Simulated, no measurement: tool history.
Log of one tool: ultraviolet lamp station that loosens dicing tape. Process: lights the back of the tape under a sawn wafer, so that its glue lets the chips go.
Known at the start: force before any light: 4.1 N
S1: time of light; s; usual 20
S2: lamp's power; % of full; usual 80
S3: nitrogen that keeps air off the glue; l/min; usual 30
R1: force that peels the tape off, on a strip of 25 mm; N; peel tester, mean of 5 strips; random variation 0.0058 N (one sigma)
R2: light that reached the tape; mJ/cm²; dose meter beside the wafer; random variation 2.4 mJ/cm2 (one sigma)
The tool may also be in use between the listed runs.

| run | hour | S1 | S2 | S3 | R1 | R2 |
|---|---|---|---|---|---|---|
| 1 | 0 | 20 | 80 | 30 | 0.155 | 261 |
| 2 | 10.5 | 20 | 80 | 30 | 0.144 | 254 |
| 3 | 22.9 | 20 | 80 | 59 | 0.117 | 257 |
| 4 | 34.4 | 20 | 80 | 59 | 0.118 | 263 |
| 5 | 42.1 | 20 | 80 | 59 | 0.115 | 254 |
| 6 | 53.6 | 20 | 84 | 30 | 0.132 | 274 |
| 7 | 66.4 | 20 | 84 | 30 | 0.136 | 277 |
| 8 | 72.5 | 21 | 80 | 30 | 0.141 | 275 |
| 9 | 85.5 | 21 | 73 | 30 | 0.17 | 249 |
| 10 | 92 | 21 | 73 | 30 | 0.163 | 248 |
| 11 | 103.5 | 20 | 80 | 30 | 0.136 | 258 |
| 12 | 114.4 | 20 | 80 | 10 | 0.287 | 260 |
| 13 | 129.3 | 20 | 80 | 10 | 0.289 | 260 |
| 14 | 142.6 | 20 | 80 | 30 | 0.139 | 260 |
| 15 | 155.5 | 20 | 80 | 30 | 0.144 | 261 |
| 16 | 169.8 | 25 | 98 | 13 | 0.105 | 392 |
| 17 | 181.4 | 25 | 98 | 13 | 0.102 | 395 |
| 18 | 189.6 | 25 | 98 | 13 | 0.105 | 396 |
| 19 | 204.2 | 25 | 98 | 13 | 0.096 | 398 |
| 20 | 217.2 | 25 | 98 | 13 | 0.096 | 401 |
| 21 | 223.4 | 18 | 96 | 30 | 0.136 | 279 |
| 22 | 237.6 | 20 | 77 | 30 | 0.165 | 250 |
| 23 | 250.2 | 20 | 88 | 36 | 0.119 | 283 |
| 24 | 265 | 23 | 71 | 17 | 0.185 | 265 |
| 25 | 271.3 | 22 | 69 | 17 | 0.238 | 241 |
| 26 | 282.1 | 30 | 95 | 12 | 0.08 | 460 |
| 27 | 288.6 | 30 | 95 | 12 | 0.087 | 462 |
| 28 | 295.3 | 30 | 84 | 9 | 0.124 | 411 |

Forecast each of these 5 alternatives for the next run:
| A | 304.2 | 32 | 75 | 37 | ? | ? |
| B | 304.2 | 12 | 72 | 9 | ? | ? |
| C | 304.2 | 19 | 84 | 33 | ? | ? |
| D | 304.2 | 34 | 80 | 9 | ? | ? |
| E | 304.2 | 11 | 100 | 9 | ? | ? |

| run | R1 | R2 |
|---|---|---|
| A | 0.072 | 388 |
| B | 0.963 | 141 |
| C | 0.128 | 261 |
| D | 0.102 | 447 |
| E | 0.652 | 181 |
Without the tool's hidden state the same runs would have given:
| run | R1 | R2 |
|---|---|---|
| A | 0.072 | 390 |
| B | 0.958 | 142 |
| C | 0.127 | 262 |
| D | 0.101 | 448 |
| E | 0.648 | 182 |
